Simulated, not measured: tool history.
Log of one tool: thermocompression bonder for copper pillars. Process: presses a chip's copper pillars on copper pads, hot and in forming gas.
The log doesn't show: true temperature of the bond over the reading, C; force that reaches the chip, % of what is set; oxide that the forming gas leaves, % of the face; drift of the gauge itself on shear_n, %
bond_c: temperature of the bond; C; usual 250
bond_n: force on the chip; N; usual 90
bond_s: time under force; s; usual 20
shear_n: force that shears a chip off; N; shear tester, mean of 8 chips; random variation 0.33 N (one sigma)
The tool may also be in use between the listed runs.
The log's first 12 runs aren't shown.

run   hour  bond_c  bond_n  bond_s  hours of work since the heater was calibrated  hours of work since the force cell was calibrated  hours of work since the gas filter was changed  shear_n
 13  104.7     249     109      20                                            416                                                299                                              89     52.5
 14  113.6     250      90      20                                            421                                                303                                              93     47.1
 15  126.0     250      90      40                                            428                                                310                                             100     58.1
 16  131.8     250      90      40                                            431                                                313                                             103     58.1
 17  137.2     250      57      34                                            433                                                316                                             106     41.1
 18  146.1     226      76      17                                            438                                                320                                             110     29.0
 19  157.0     226      54      19                                            444                                                326                                             116     22.4
 20  164.0     226      54      19                                            447                                                330                                             120     22.7
 21  174.2     264      90      20                                            453                                                335                                             125     53.7
     179.8  -- forming gas filter changed
 22  186.8     264      72      20                                            459                                                342                                               4     46.5
 23  197.3     264      72      20                                            465                                                347                                               9     47.0
 24  204.7     264      72      20                                            469                                                351                                              13     46.5
 25  214.1     264      72      20                                            473                                                356                                              18     46.7
 26  224.4     277      72      20                                            479                                                361                                              23     52.9
 27  237.4     245      63      20                                            486                                                368                                              30     34.0
 28  245.7     245      63      20                                            490                                                372                                              35     33.4
 29  252.8     245      63      20                                            494                                                376                                              38     34.2
 30  264.5     245      63      20                                            500                                                382                                              44     33.6

Forecast each of these 3 alternatives for the next run:
  A  269.9     231      89      20                                            503                                                385                                              47        ?
  B  269.9     245      69      55                                            503                                                385                                              47        ?
  C  269.9     246      68      20                                            503                                                385                                              47        ?

run  shear_n
  A     36.6
  B     52.5
  C     36.4
Without the tool's hidden state the same runs would have given:
run  shear_n
  A     36.5
  B     52.4
  C     36.4
